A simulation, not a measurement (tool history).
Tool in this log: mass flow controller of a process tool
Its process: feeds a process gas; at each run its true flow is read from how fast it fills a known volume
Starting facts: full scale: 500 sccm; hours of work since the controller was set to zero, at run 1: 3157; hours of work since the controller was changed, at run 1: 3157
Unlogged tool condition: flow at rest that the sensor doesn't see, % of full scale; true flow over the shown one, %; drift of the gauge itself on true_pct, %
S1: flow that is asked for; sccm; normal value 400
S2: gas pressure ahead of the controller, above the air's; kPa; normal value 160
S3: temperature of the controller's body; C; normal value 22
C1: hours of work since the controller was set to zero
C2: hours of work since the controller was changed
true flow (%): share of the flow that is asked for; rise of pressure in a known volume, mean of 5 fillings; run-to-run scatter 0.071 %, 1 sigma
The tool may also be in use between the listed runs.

{"run": 1, "hour": 0.0, "S1": 400, "S2": 160, "S3": 22, "C1": 3157, "C2": 3157, "true flow (%)": 99.73}
{"run": 2, "hour": 221.7, "S1": 400, "S2": 160, "S3": 22, "C1": 3268, "C2": 3268, "true flow (%)": 99.81}
{"run": 3, "hour": 453.6, "S1": 108, "S2": 160, "S3": 22, "C1": 3385, "C2": 3385, "true flow (%)": 98.33}
{"run": 4, "hour": 715.2, "S1": 108, "S2": 160, "S3": 22, "C1": 3517, "C2": 3517, "true flow (%)": 98.22}
{"run": 5, "hour": 1097.8, "S1": 109, "S2": 160, "S3": 22, "C1": 3709, "C2": 3709, "true flow (%)": 98.29}
{"run": 6, "hour": 1316.1, "S1": 109, "S2": 160, "S3": 22, "C1": 3819, "C2": 3819, "true flow (%)": 98.48}
{"run": 7, "hour": 1565.7, "S1": 400, "S2": 160, "S3": 22, "C1": 3944, "C2": 3944, "true flow (%)": 100.19}
{"run": 8, "hour": 1894.9, "S1": 400, "S2": 160, "S3": 22, "C1": 4110, "C2": 4110, "true flow (%)": 100.23}
{"run": 9, "hour": 2315.2, "S1": 400, "S2": 160, "S3": 22, "C1": 4321, "C2": 4321, "true flow (%)": 100.37}
{"run": 10, "hour": 2613.3, "S1": 400, "S2": 160, "S3": 22, "C1": 4471, "C2": 4471, "true flow (%)": 100.32}
{"run": 11, "hour": 2892.1, "S1": 400, "S2": 160, "S3": 22, "C1": 4611, "C2": 4611, "true flow (%)": 100.42}
{"run": 12, "hour": 3132.4, "S1": 400, "S2": 204, "S3": 22, "C1": 4732, "C2": 4732, "true flow (%)": 100.33}
{"run": 13, "hour": 3332.7, "S1": 400, "S2": 204, "S3": 22, "C1": 4833, "C2": 4833, "true flow (%)": 100.5}
{"run": 14, "hour": 3546.2, "S1": 400, "S2": 204, "S3": 22, "C1": 4940, "C2": 4940, "true flow (%)": 100.46}
{"run": 15, "hour": 3752.8, "S1": 400, "S2": 204, "S3": 39, "C1": 5044, "C2": 5044, "true flow (%)": 98.83}
{"run": 16, "hour": 3981.8, "S1": 94, "S2": 160, "S3": 22, "C1": 5160, "C2": 5160, "true flow (%)": 98.96}
{"run": 17, "hour": 4338.1, "S1": 94, "S2": 160, "S3": 22, "C1": 5339, "C2": 5339, "true flow (%)": 99.08}
{"run": 18, "hour": 4727.4, "S1": 400, "S2": 160, "S3": 22, "C1": 5535, "C2": 5535, "true flow (%)": 100.85}
{"run": 19, "hour": 5013.2, "S1": 400, "S2": 160, "S3": 22, "C1": 5678, "C2": 5678, "true flow (%)": 101.06}
{"run": 20, "hour": 5202.1, "S1": 400, "S2": 142, "S3": 22, "C1": 5773, "C2": 5773, "true flow (%)": 101.09}
{"run": 21, "hour": 5421.6, "S1": 400, "S2": 160, "S3": 32, "C1": 5884, "C2": 5884, "true flow (%)": 100.01}
{"run": 22, "hour": 5787.5, "S1": 400, "S2": 182, "S3": 22, "C1": 6068, "C2": 6068, "true flow (%)": 101.15}
{"run": 23, "hour": 5974.9, "S1": 400, "S2": 182, "S3": 22, "C1": 6162, "C2": 6162, "true flow (%)": 101.04}
{"run": 24, "hour": 6259.4, "S1": 400, "S2": 182, "S3": 22, "C1": 6305, "C2": 6305, "true flow (%)": 101.2}
{"run": 25, "hour": 6596.7, "S1": 400, "S2": 156, "S3": 35, "C1": 6475, "C2": 6475, "true flow (%)": 100.04}
{"run": 26, "hour": 6966.8, "S1": 319, "S2": 159, "S3": 26, "C1": 6661, "C2": 6661, "true flow (%)": 100.52}
{"run": 27, "hour": 7252.0, "S1": 187, "S2": 160, "S3": 35, "C1": 6804, "C2": 6804, "true flow (%)": 98.9}
{"run": 28, "hour": 7435.2, "S1": 187, "S2": 157, "S3": 35, "C1": 6896, "C2": 6896, "true flow (%)": 98.94}
{"run": 29, "hour": 7731.1, "S1": 187, "S2": 157, "S3": 35, "C1": 7045, "C2": 7045, "true flow (%)": 99.01}
{"run": 30, "hour": 8096.6, "S1": 187, "S2": 157, "S3": 35, "C1": 7229, "C2": 7229, "true flow (%)": 99.05}
{"run": 31, "hour": 8441.1, "S1": 84, "S2": 155, "S3": 29, "C1": 7402, "C2": 7402, "true flow (%)": 99.28}
{"run": 32, "hour": 8754.2, "S1": 155, "S2": 221, "S3": 33, "C1": 7560, "C2": 7560, "true flow (%)": 99.11}
{"run": 33, "hour": 8963.3, "S1": 409, "S2": 141, "S3": 37, "C1": 7665, "C2": 7665, "true flow (%)": 100.42}
{"run": 34, "hour": 9259.9, "S1": 392, "S2": 220, "S3": 37, "C1": 7814, "C2": 7814, "true flow (%)": 100.17}
{"run": 35, "hour": 9457.1, "S1": 392, "S2": 220, "S3": 37, "C1": 7913, "C2": 7913, "true flow (%)": 100.29}
{"run": 36, "hour": 9660.4, "S1": 400, "S2": 196, "S3": 22, "C1": 8016, "C2": 8016, "true flow (%)": 101.93}
{"run": 37, "hour": 9979.5, "S1": 400, "S2": 196, "S3": 22, "C1": 8176, "C2": 8176, "true flow (%)": 102}
{"run": 38, "hour": 10326.8, "S1": 400, "S2": 160, "S3": 32, "C1": 8351, "C2": 8351, "true flow (%)": 101.26}
{"hour": 10418.0, "done": "controller's zero set anew"}
{"run": 39, "hour": 10729.3, "S1": 400, "S2": 160, "S3": 22, "C1": 157, "C2": 8553, "true flow (%)": 102.38}
{"run": 40, "hour": 10908.8, "S1": 372, "S2": 242, "S3": 35, "C1": 247, "C2": 8643, "true flow (%)": 100.63}
{"run": 41, "hour": 11328.4, "S1": 372, "S2": 242, "S3": 35, "C1": 458, "C2": 8854, "true flow (%)": 100.54}
{"run": 42, "hour": 11726.2, "S1": 372, "S2": 242, "S3": 35, "C1": 658, "C2": 9054, "true flow (%)": 100.69}
{"hour": 11768.1, "done": "controller exchanged for a calibrated one"}
{"run": 43, "hour": 11945.4, "S1": 86, "S2": 160, "S3": 30, "C1": 89, "C2": 89, "true flow (%)": 99.87}
{"run": 44, "hour": 12358.0, "S1": 161, "S2": 233, "S3": 22, "C1": 297, "C2": 297, "true flow (%)": 100.85}
{"hour": 12480.6, "done": "gauge calibrated"}
{"run": 45, "hour": 12700.8, "S1": 329, "S2": 269, "S3": 22, "C1": 469, "C2": 469, "true flow (%)": 99.04}
{"run": 46, "hour": 13026.9, "S1": 361, "S2": 141, "S3": 24, "C1": 633, "C2": 633, "true flow (%)": 99.56}
{"run": 47, "hour": 13299.1, "S1": 454, "S2": 190, "S3": 22, "C1": 770, "C2": 770, "true flow (%)": 100.18}

5 options for the next run, each taken on its own from the tool as it stands now. Forecast them:
{"run": "A", "hour": 13498.4, "S1": 300, "S2": 230, "S3": 22, "C1": 870, "C2": 870, "true flow (%)": "?"}
{"run": "B", "hour": 13498.4, "S1": 454, "S2": 203, "S3": 22, "C1": 870, "C2": 870, "true flow (%)": "?"}
{"run": "C", "hour": 13498.4, "S1": 108, "S2": 149, "S3": 29, "C1": 870, "C2": 870, "true flow (%)": "?"}
{"run": "D", "hour": 13498.4, "S1": 377, "S2": 160, "S3": 32, "C1": 870, "C2": 870, "true flow (%)": "?"}
{"run": "E", "hour": 13498.4, "S1": 292, "S2": 172, "S3": 24, "C1": 870, "C2": 870, "true flow (%)": "?"}

run=A true_flow_(%)=99.09
run=B true_flow_(%)=100.18
run=C true_flow_(%)=97.7
run=D true_flow_(%)=98.94
run=E true_flow_(%)=99.29
Take away the tool's hidden state, keep each run's random variation, and the runs would have read:
run=A true_flow_(%)=98.86
run=B true_flow_(%)=99.95
run=C true_flow_(%)=97.47
run=D true_flow_(%)=98.71
run=E true_flow_(%)=99.06

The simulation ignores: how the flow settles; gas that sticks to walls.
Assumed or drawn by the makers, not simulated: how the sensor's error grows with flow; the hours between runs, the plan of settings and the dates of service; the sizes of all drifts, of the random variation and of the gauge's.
